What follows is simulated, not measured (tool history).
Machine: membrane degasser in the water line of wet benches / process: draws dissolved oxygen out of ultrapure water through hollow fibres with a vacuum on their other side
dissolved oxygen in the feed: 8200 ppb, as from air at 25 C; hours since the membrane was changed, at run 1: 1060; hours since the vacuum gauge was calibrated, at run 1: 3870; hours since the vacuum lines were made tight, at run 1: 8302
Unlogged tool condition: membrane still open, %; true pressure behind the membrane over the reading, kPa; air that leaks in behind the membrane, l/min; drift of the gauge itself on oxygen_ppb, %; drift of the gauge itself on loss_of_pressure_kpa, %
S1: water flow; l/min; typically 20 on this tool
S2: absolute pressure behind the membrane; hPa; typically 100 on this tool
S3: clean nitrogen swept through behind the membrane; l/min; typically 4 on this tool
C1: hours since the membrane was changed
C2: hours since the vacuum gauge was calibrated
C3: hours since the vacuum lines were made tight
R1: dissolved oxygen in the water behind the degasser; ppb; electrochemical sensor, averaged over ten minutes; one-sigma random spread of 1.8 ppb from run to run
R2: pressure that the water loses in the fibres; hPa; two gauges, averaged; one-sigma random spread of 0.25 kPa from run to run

run,hour,S1,S2,S3,C1,C2,C3,R1,R2
1,0,20,100,4,1060,3870,8302,187.1,679.9
2,32.5,20,215,4,1093,3903,8334,323.2,683.1
3,84.3,20,215,4,1145,3954,8386,320.2,684.3
4,136.8,20,100,2.45,1197,4007,8439,235.3,682.5
5,186.6,20,100,2.45,1247,4057,8488,234,684
6,251,20,100,2.45,1311,4121,8553,234.4,683.8
7,295.1,13,100,2.45,1355,4165,8597,110.6,442.1
8,364.9,20,100,3.46,1425,4235,8667,199.5,682.1
9,432.6,20,100,4,1493,4303,8734,186.2,681.9
10,500.5,20,61,4,1561,4371,8802,138.4,685.4
11,541.4,20,61,4,1602,4411,8843,141.7,683.9
12,593.8,20,100,4,1654,4464,8896,185.8,687.8
13,639.1,20,100,4,1699,4509,8941,188.8,687.2
14,708.4,20,100,4,1769,4578,9010,188.4,685.8
15,773.8,20,100,4,1834,4644,9076,185,684.3
16,806.5,20,100,4,1867,4677,9108,189.6,686
17,855,20,100,4,1915,4725,9157,184.2,687.1
# hour 859.7: vacuum gauge calibrated
18,918.8,20,100,1.69,1979,59,9220,292.6,688
19,983.8,17,235,1.74,2044,124,9285,520.9,581.5
20,1027.6,17,235,1.74,2087,168,9329,508.8,584.3
21,1073.9,32,235,8.07,2134,214,9375,542.8,1094.6
# hour 1110.7: vacuum gauge calibrated, once more
22,1111.3,20,100,9.28,2171,1,9412,142,683.1
23,1170.8,30,72,4,2230,60,9472,388.2,1029.6
24,1200.2,17,106,1.69,2260,89,9501,235.2,585.9
25,1255,21,106,2.69,2314,144,9556,255.3,719.4
26,1298,21,106,2.69,2357,187,9599,260.7,720.9
27,1358.5,21,106,2.69,2418,248,9659,259.5,721.6
28,1398.2,23,143,5.51,2458,288,9699,267.4,790.2
29,1431.5,19,118,4,2491,321,9732,190.2,654.4
30,1471.8,13,219,4,2531,361,9773,175.1,445.8
31,1502.9,13,219,6.73,2562,392,9804,114,443
32,1548.1,13,176,3.07,2608,437,9849,174.2,445.8

Consider 4 possible next runs. They are alternatives, not a sequence: every one starts from the tool as it was left by run 32. What does each give?
A,1613.8,20,167,2.58,2673,503,9915,?,?
B,1613.8,21,176,1.98,2673,503,9915,?,?
C,1613.8,12,130,2.66,2673,503,9915,?,?
D,1613.8,12,123,3.07,2673,503,9915,?,?

run,R1,R2
A,352.3,688.5
B,463,717.7
C,126.8,411.2
D,106.4,413.3
Without the tool's unlogged condition, the same runs would have read:
run,R1,R2
A,340.9,678.8
B,449.9,707.5
C,121.3,405.3
D,101.6,407.5

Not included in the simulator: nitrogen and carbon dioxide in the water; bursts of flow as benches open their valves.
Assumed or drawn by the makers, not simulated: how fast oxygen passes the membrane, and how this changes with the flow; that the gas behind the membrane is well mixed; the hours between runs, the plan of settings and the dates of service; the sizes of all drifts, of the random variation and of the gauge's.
